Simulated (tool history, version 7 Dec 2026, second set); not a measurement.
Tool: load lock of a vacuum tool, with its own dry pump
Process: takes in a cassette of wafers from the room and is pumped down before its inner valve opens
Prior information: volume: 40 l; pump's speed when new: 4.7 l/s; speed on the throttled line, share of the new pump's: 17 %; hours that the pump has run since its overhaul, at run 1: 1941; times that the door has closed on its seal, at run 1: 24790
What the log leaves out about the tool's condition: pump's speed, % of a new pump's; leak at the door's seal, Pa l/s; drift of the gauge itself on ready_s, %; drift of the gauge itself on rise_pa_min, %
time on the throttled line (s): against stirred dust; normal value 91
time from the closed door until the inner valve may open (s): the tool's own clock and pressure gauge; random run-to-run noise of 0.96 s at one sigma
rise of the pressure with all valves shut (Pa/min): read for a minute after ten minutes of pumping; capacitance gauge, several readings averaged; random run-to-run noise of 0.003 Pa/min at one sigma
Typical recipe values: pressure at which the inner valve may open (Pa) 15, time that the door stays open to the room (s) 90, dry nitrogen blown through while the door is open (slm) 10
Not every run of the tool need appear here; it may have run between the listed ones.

run	hour	time on the throttled line (s)	pressure at which the inner valve may open (Pa)	time that the door stays open to the room (s)	dry nitrogen blown through while the door is open (slm)	hours that the pump has run since its overhaul	times that the door has closed on its seal	incoming humidity of the room's air, %	time from the closed door until the inner valve may open (s)	rise of the pressure with all valves shut (Pa/min)
1	0.0	91	15	90	10	1941	24790	44.9	152.2	0.264
2	579.0	57	15	90	10	2520	26386	44.3	126.3	0.285
3	1221.5	57	12	90	10	3162	28158	45.3	127.7	0.313
4	1835.6	57	12	90	10	3777	29851	47.8	129.4	0.337
5	2408.8	91	29	90	10	4350	31431	44.7	150.3	0.346
6	3043.8	91	29	90	10	4985	33181	41.9	151.5	0.385
7	3392.4	91	29	90	10	5333	34142	41.7	150.5	0.394
8	4016.9	91	29	90	10	5958	35864	48.1	152.2	0.430
9	4552.0	91	15	90	10	6493	37339	44.6	159.6	0.454
10	4817.6	91	15	90	10	6759	38071	45.6	159.2	0.470
11	5117.2	91	15	90	10	7058	38896	46.0	160.4	0.485
12	5581.1	91	15	90	10	7522	40175	42.6	161.3	0.501
13	6108.0	91	15	90	10	8049	41628	46.8	160.4	0.532
14	6758.3	91	13	90	10	8699	43420	46.7	165.2	0.582
15	7025.3	91	13	90	10	8966	44156	45.2	164.7	0.587
16	7536.7	91	13	90	10	9478	45566	44.7	164.7	0.596
# hour 7897.9: door's seal changed, seat wiped
17	8112.9	91	24	90	10	10052	593	46.6	160.0	0.041
18	8571.5	91	15	90	10	10511	1857	47.8	163.9	0.049
19	9059.0	91	15	47	11	10998	3200	45.9	167.0	0.046
20	9679.6	91	15	47	11	11619	4911	46.5	167.5	0.055
21	10212.3	91	15	47	11	12152	6380	48.3	168.0	0.065
# hour 10795.2: dry pump taken out, an overhauled one fitted
22	10803.1	91	15	89	19	8	7992	44.7	153.1	0.071
23	11448.4	91	15	89	19	653	9771	46.0	154.2	0.085
24	11825.0	91	17	90	10	1030	10809	37.6	154.5	0.103
25	12408.6	91	17	90	10	1613	12418	44.3	156.0	0.114
26	12990.8	91	17	90	10	2196	14022	45.0	154.3	0.135
27	13629.8	91	17	90	10	2835	15784	42.7	154.8	0.148
28	13987.6	91	17	30	10	3192	16770	44.4	157.9	0.144
29	14301.3	91	17	30	10	3506	17635	43.7	156.8	0.151
30	14657.0	91	22	175	10	3862	18616	44.7	153.6	0.188
31	15086.2	91	22	175	10	4291	19799	49.6	156.8	0.215
32	15669.8	161	29	154	28	4875	21407	45.9	211.1	0.197
33	16201.0	155	15	43	8	5406	22872	49.1	211.8	0.226
34	16837.2	155	15	43	8	6042	24625	44.3	215.6	0.250
35	17481.3	155	15	43	8	6686	26401	50.3	213.1	0.284

Branching from run 35: 3 alternative next runs. What would each branch give?
A	18029.9	155	13	39	20	7235	27913	46.1	?	?
B	18029.9	91	15	42	10	7235	27913	46.4	?	?
C	18029.9	91	15	52	8	7235	27913	42.3	?	?

run	time from the closed door until the inner valve may open (s)	rise of the pressure with all valves shut (Pa/min)
A	218.3	0.267
B	163.7	0.293
C	165.6	0.292
What these runs would have given with no unlogged condition in the tool:
run	time from the closed door until the inner valve may open (s)	rise of the pressure with all valves shut (Pa/min)
A	207.9	0.014
B	151.7	0.033
C	153.5	0.034

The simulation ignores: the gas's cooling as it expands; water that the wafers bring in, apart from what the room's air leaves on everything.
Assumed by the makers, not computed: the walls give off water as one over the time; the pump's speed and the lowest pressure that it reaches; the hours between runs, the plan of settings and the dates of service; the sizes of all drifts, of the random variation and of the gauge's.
